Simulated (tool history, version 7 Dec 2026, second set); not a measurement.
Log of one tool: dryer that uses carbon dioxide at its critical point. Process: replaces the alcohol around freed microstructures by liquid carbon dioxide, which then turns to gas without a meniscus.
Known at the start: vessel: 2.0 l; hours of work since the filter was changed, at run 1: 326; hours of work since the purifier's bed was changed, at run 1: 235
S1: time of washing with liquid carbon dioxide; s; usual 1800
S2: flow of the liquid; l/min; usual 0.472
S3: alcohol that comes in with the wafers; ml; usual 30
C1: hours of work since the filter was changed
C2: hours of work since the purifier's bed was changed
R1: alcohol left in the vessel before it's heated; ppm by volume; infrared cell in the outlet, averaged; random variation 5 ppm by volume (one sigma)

{"run": 1, "hour": 0.0, "S1": 1800, "S2": 0.472, "S3": 30, "C1": 326, "C2": 235, "R1": 91}
{"run": 2, "hour": 8.7, "S1": 1800, "S2": 0.472, "S3": 30, "C1": 332, "C2": 241, "R1": 103}
{"run": 3, "hour": 18.5, "S1": 1800, "S2": 0.472, "S3": 30, "C1": 339, "C2": 248, "R1": 104}
{"run": 4, "hour": 25.0, "S1": 1800, "S2": 0.472, "S3": 26, "C1": 343, "C2": 252, "R1": 105}
{"run": 5, "hour": 34.7, "S1": 1800, "S2": 0.472, "S3": 97, "C1": 350, "C2": 259, "R1": 178}
{"run": 6, "hour": 42.2, "S1": 1800, "S2": 0.472, "S3": 97, "C1": 356, "C2": 265, "R1": 181}
{"run": 7, "hour": 48.3, "S1": 1800, "S2": 0.681, "S3": 30, "C1": 360, "C2": 269, "R1": 78}
{"run": 8, "hour": 58.7, "S1": 1800, "S2": 0.681, "S3": 30, "C1": 368, "C2": 276, "R1": 74}
{"run": 9, "hour": 64.8, "S1": 1200, "S2": 0.472, "S3": 30, "C1": 372, "C2": 281, "R1": 340}
{"run": 10, "hour": 72.2, "S1": 1200, "S2": 0.472, "S3": 30, "C1": 377, "C2": 286, "R1": 341}
{"run": 11, "hour": 79.9, "S1": 1200, "S2": 0.472, "S3": 30, "C1": 383, "C2": 292, "R1": 355}
{"run": 12, "hour": 90.1, "S1": 1800, "S2": 0.472, "S3": 30, "C1": 390, "C2": 299, "R1": 123}
{"run": 13, "hour": 95.5, "S1": 1800, "S2": 0.472, "S3": 30, "C1": 394, "C2": 303, "R1": 130}
{"run": 14, "hour": 107.1, "S1": 2220, "S2": 0.472, "S3": 30, "C1": 402, "C2": 311, "R1": 95}
{"run": 15, "hour": 117.5, "S1": 2220, "S2": 0.472, "S3": 30, "C1": 410, "C2": 318, "R1": 100}
{"run": 16, "hour": 126.2, "S1": 1740, "S2": 0.472, "S3": 30, "C1": 416, "C2": 325, "R1": 133}
{"run": 17, "hour": 135.0, "S1": 1800, "S2": 0.472, "S3": 100, "C1": 422, "C2": 331, "R1": 216}
{"run": 18, "hour": 145.5, "S1": 1800, "S2": 0.472, "S3": 30, "C1": 430, "C2": 338, "R1": 133}
{"run": 19, "hour": 156.9, "S1": 1800, "S2": 0.472, "S3": 30, "C1": 438, "C2": 347, "R1": 132}
{"run": 20, "hour": 167.3, "S1": 1800, "S2": 0.472, "S3": 30, "C1": 445, "C2": 354, "R1": 139}
{"run": 21, "hour": 173.3, "S1": 1800, "S2": 0.472, "S3": 30, "C1": 449, "C2": 358, "R1": 143}
{"run": 22, "hour": 181.2, "S1": 1800, "S2": 0.472, "S3": 30, "C1": 455, "C2": 364, "R1": 152}
{"run": 23, "hour": 193.0, "S1": 1800, "S2": 0.472, "S3": 30, "C1": 463, "C2": 372, "R1": 147}
{"hour": 202.6, "done": "inlet filter changed"}
{"run": 24, "hour": 205.0, "S1": 1800, "S2": 0.472, "S3": 89, "C1": 2, "C2": 380, "R1": 150}
{"run": 25, "hour": 216.1, "S1": 1800, "S2": 0.472, "S3": 89, "C1": 10, "C2": 388, "R1": 148}
{"run": 26, "hour": 223.9, "S1": 1800, "S2": 0.472, "S3": 89, "C1": 15, "C2": 394, "R1": 150}
{"run": 27, "hour": 229.8, "S1": 1800, "S2": 0.472, "S3": 89, "C1": 19, "C2": 398, "R1": 150}
{"run": 28, "hour": 240.0, "S1": 1800, "S2": 0.472, "S3": 89, "C1": 27, "C2": 405, "R1": 163}
{"run": 29, "hour": 250.5, "S1": 1800, "S2": 0.472, "S3": 21, "C1": 34, "C2": 413, "R1": 123}
{"run": 30, "hour": 259.4, "S1": 2700, "S2": 0.349, "S3": 30, "C1": 41, "C2": 419, "R1": 119}
{"run": 31, "hour": 266.8, "S1": 2700, "S2": 0.349, "S3": 30, "C1": 46, "C2": 424, "R1": 123}
{"run": 32, "hour": 273.6, "S1": 1920, "S2": 0.668, "S3": 36, "C1": 51, "C2": 429, "R1": 117}
{"run": 33, "hour": 281.8, "S1": 1920, "S2": 0.668, "S3": 36, "C1": 57, "C2": 435, "R1": 122}
{"run": 34, "hour": 293.7, "S1": 1920, "S2": 0.668, "S3": 36, "C1": 65, "C2": 444, "R1": 115}
{"run": 35, "hour": 298.7, "S1": 2880, "S2": 0.312, "S3": 30, "C1": 69, "C2": 447, "R1": 137}
{"run": 36, "hour": 309.0, "S1": 1560, "S2": 0.312, "S3": 30, "C1": 76, "C2": 454, "R1": 455}
{"run": 37, "hour": 318.8, "S1": 1440, "S2": 0.528, "S3": 63, "C1": 83, "C2": 461, "R1": 194}
{"run": 38, "hour": 326.0, "S1": 1800, "S2": 0.536, "S3": 104, "C1": 88, "C2": 467, "R1": 152}
{"run": 39, "hour": 337.5, "S1": 1560, "S2": 0.345, "S3": 42, "C1": 96, "C2": 475, "R1": 435}
{"run": 40, "hour": 345.6, "S1": 1560, "S2": 0.345, "S3": 42, "C1": 102, "C2": 481, "R1": 453}
{"run": 41, "hour": 355.1, "S1": 1560, "S2": 0.471, "S3": 32, "C1": 109, "C2": 487, "R1": 185}
{"run": 42, "hour": 360.4, "S1": 1560, "S2": 0.471, "S3": 32, "C1": 113, "C2": 491, "R1": 182}
{"run": 43, "hour": 368.3, "S1": 2460, "S2": 0.471, "S3": 69, "C1": 118, "C2": 497, "R1": 130}
{"run": 44, "hour": 378.7, "S1": 2580, "S2": 0.77, "S3": 93, "C1": 126, "C2": 504, "R1": 134}
{"run": 45, "hour": 384.5, "S1": 1800, "S2": 0.336, "S3": 30, "C1": 130, "C2": 508, "R1": 283}
{"run": 46, "hour": 395.0, "S1": 1800, "S2": 0.336, "S3": 105, "C1": 137, "C2": 516, "R1": 660}
{"run": 47, "hour": 404.3, "S1": 1800, "S2": 0.615, "S3": 40, "C1": 144, "C2": 523, "R1": 145}
{"run": 48, "hour": 413.6, "S1": 1800, "S2": 0.71, "S3": 28, "C1": 151, "C2": 529, "R1": 139}

Forecast each of these 3 alternatives for the next run:
{"run": "A", "hour": 423.5, "S1": 1740, "S2": 0.526, "S3": 28, "C1": 158, "C2": 536, "R1": "?"}
{"run": "B", "hour": 423.5, "S1": 1200, "S2": 0.71, "S3": 28, "C1": 158, "C2": 536, "R1": "?"}
{"run": "C", "hour": 423.5, "S1": 1800, "S2": 0.472, "S3": 30, "C1": 158, "C2": 536, "R1": "?"}

run=A R1=150
run=B R1=170
run=C R1=161
Without the tool's hidden state the same runs would have given:
run=A R1=5
run=B R1=22
run=C R1=17

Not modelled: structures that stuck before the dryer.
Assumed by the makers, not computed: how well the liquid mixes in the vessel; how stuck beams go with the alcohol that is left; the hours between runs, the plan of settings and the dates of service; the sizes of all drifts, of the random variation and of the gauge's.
